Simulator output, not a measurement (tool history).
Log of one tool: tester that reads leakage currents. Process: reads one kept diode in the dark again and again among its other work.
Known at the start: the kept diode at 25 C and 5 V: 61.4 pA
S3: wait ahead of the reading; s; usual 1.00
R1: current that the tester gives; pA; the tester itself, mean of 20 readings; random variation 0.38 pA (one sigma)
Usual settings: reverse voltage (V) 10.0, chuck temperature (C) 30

run 1 day=0.000 | reverse_voltage_(V)=10.0 chuck_temperature_(C)=30 S3=1.00 | R1=134.38
run 2 day=7.375 | reverse_voltage_(V)=10.0 chuck_temperature_(C)=30 S3=1.00 | R1=136.33
run 3 day=13.138 | reverse_voltage_(V)=10.0 chuck_temperature_(C)=30 S3=1.00 | R1=138.43
run 4 day=18.321 | reverse_voltage_(V)=10.0 chuck_temperature_(C)=30 S3=1.00 | R1=140.22
run 5 day=23.217 | reverse_voltage_(V)=10.0 chuck_temperature_(C)=30 S3=1.00 | R1=141.78
run 6 day=28.754 | reverse_voltage_(V)=10.0 chuck_temperature_(C)=44 S3=1.00 | R1=428.69
run 7 day=35.150 | reverse_voltage_(V)=16.0 chuck_temperature_(C)=30 S3=1.00 | R1=179.85
run 8 day=40.471 | reverse_voltage_(V)=16.0 chuck_temperature_(C)=30 S3=1.00 | R1=182.42
run 9 day=44.479 | reverse_voltage_(V)=10.0 chuck_temperature_(C)=43 S3=1.00 | R1=406.76
run 10 day=51.312 | reverse_voltage_(V)=10.0 chuck_temperature_(C)=30 S3=1.00 | R1=152.05
run 11 day=59.254 | reverse_voltage_(V)=10.0 chuck_temperature_(C)=30 S3=1.00 | R1=155.13
run 12 day=65.138 | reverse_voltage_(V)=10.0 chuck_temperature_(C)=30 S3=1.00 | R1=157.78
run 13 day=70.871 | reverse_voltage_(V)=10.0 chuck_temperature_(C)=30 S3=1.00 | R1=159.77
run 14 day=75.146 | reverse_voltage_(V)=10.0 chuck_temperature_(C)=30 S3=0.93 | R1=161.42
run 15 day=82.104 | reverse_voltage_(V)=12.9 chuck_temperature_(C)=30 S3=1.00 | R1=184.23
run 16 day=88.142 | reverse_voltage_(V)=10.0 chuck_temperature_(C)=30 S3=0.45 | R1=142.75
run 17 day=91.592 | reverse_voltage_(V)=10.0 chuck_temperature_(C)=30 S3=0.45 | R1=143.86
run 18 day=97.562 | reverse_voltage_(V)=10.0 chuck_temperature_(C)=30 S3=1.00 | R1=144.49
run 19 day=105.162 | reverse_voltage_(V)=10.0 chuck_temperature_(C)=30 S3=1.00 | R1=146.37
run 20 day=108.608 | reverse_voltage_(V)=10.0 chuck_temperature_(C)=30 S3=1.00 | R1=147.75
run 21 day=116.258 | reverse_voltage_(V)=10.0 chuck_temperature_(C)=30 S3=1.00 | R1=153.87
run 22 day=120.775 | reverse_voltage_(V)=16.0 chuck_temperature_(C)=45 S3=1.00 | R1=568.54
run 23 day=127.738 | reverse_voltage_(V)=1.5 chuck_temperature_(C)=45 S3=1.00 | R1=216.99
run 24 day=134.088 | reverse_voltage_(V)=10.0 chuck_temperature_(C)=30 S3=5.61 | R1=158.97
run 25 day=140.517 | reverse_voltage_(V)=6.1 chuck_temperature_(C)=40 S3=1.22 | R1=253.43
run 26 day=145.521 | reverse_voltage_(V)=6.1 chuck_temperature_(C)=40 S3=1.22 | R1=257.31
run 27 day=148.850 | reverse_voltage_(V)=6.1 chuck_temperature_(C)=40 S3=1.22 | R1=258.16
run 28 day=152.088 | reverse_voltage_(V)=3.7 chuck_temperature_(C)=42 S3=1.22 | R1=248.67
run 29 day=157.112 | reverse_voltage_(V)=3.7 chuck_temperature_(C)=42 S3=1.22 | R1=252.19
run 30 day=162.888 | reverse_voltage_(V)=19.6 chuck_temperature_(C)=42 S3=0.36 | R1=500.56
run 31 day=167.775 | reverse_voltage_(V)=19.6 chuck_temperature_(C)=42 S3=0.36 | R1=503.38
run 32 day=172.671 | reverse_voltage_(V)=4.4 chuck_temperature_(C)=27 S3=2.38 | R1=82.93
run 33 day=178.333 | reverse_voltage_(V)=2.6 chuck_temperature_(C)=27 S3=0.49 | R1=68.21
run 34 day=183.908 | reverse_voltage_(V)=10.0 chuck_temperature_(C)=33 S3=1.00 | R1=194.53
run 35 day=188.058 | reverse_voltage_(V)=10.0 chuck_temperature_(C)=22 S3=0.53 | R1=84.53
run 36 day=195.000 | reverse_voltage_(V)=10.0 chuck_temperature_(C)=22 S3=0.53 | R1=86.48
run 37 day=201.175 | reverse_voltage_(V)=12.3 chuck_temperature_(C)=22 S3=1.97 | R1=79.85
run 38 day=208.221 | reverse_voltage_(V)=12.3 chuck_temperature_(C)=22 S3=1.97 | R1=82.01
run 39 day=212.404 | reverse_voltage_(V)=1.1 chuck_temperature_(C)=55 S3=3.81 | R1=373.94

Taken out of this log: 4 entries between the listed runs. Where each belongs, and how the hidden state differs across it:
Between runs 15 and 16: chuck's temperature calibrated (day 82.575)
  stray current of the dirty probe card, pA a volt: 1.607 -> 1.702; current scale over the true one, %: -1.72 -> -1.81; true chuck temperature over the reading, C: 2.16 -> 0.1
  measured less the result without the state, R1: +44.73 -> +15.18 pA
Between runs 20 and 21: tester calibrated (day 111.500)
  stray current of the dirty probe card, pA a volt: 2.039 -> 2.158; current scale over the true one, %: -2.11 -> -0.12; true chuck temperature over the reading, C: 0.5 -> 0.64
  measured less the result without the state, R1: +22.31 -> +28.13 pA
Between runs 24 and 25: probe card cleaned and baked (day 134.712)
  stray current of the dirty probe card, pA a volt: 2.457 -> 0.114; current scale over the true one, %: -0.4 -> -0.49; true chuck temperature over the reading, C: 1 -> 1.1
  measured less the result without the state, R1: +34.64 -> +20.57 pA
Between runs 36 and 37: chuck's temperature calibrated (day 200.454)
  stray current of the dirty probe card, pA a volt: 0.985 -> 1.08; current scale over the true one, %: -1.27 -> -1.36; true chuck temperature over the reading, C: 2.16 -> 0
  measured less the result without the state, R1: +21.61 -> +11.93 pA
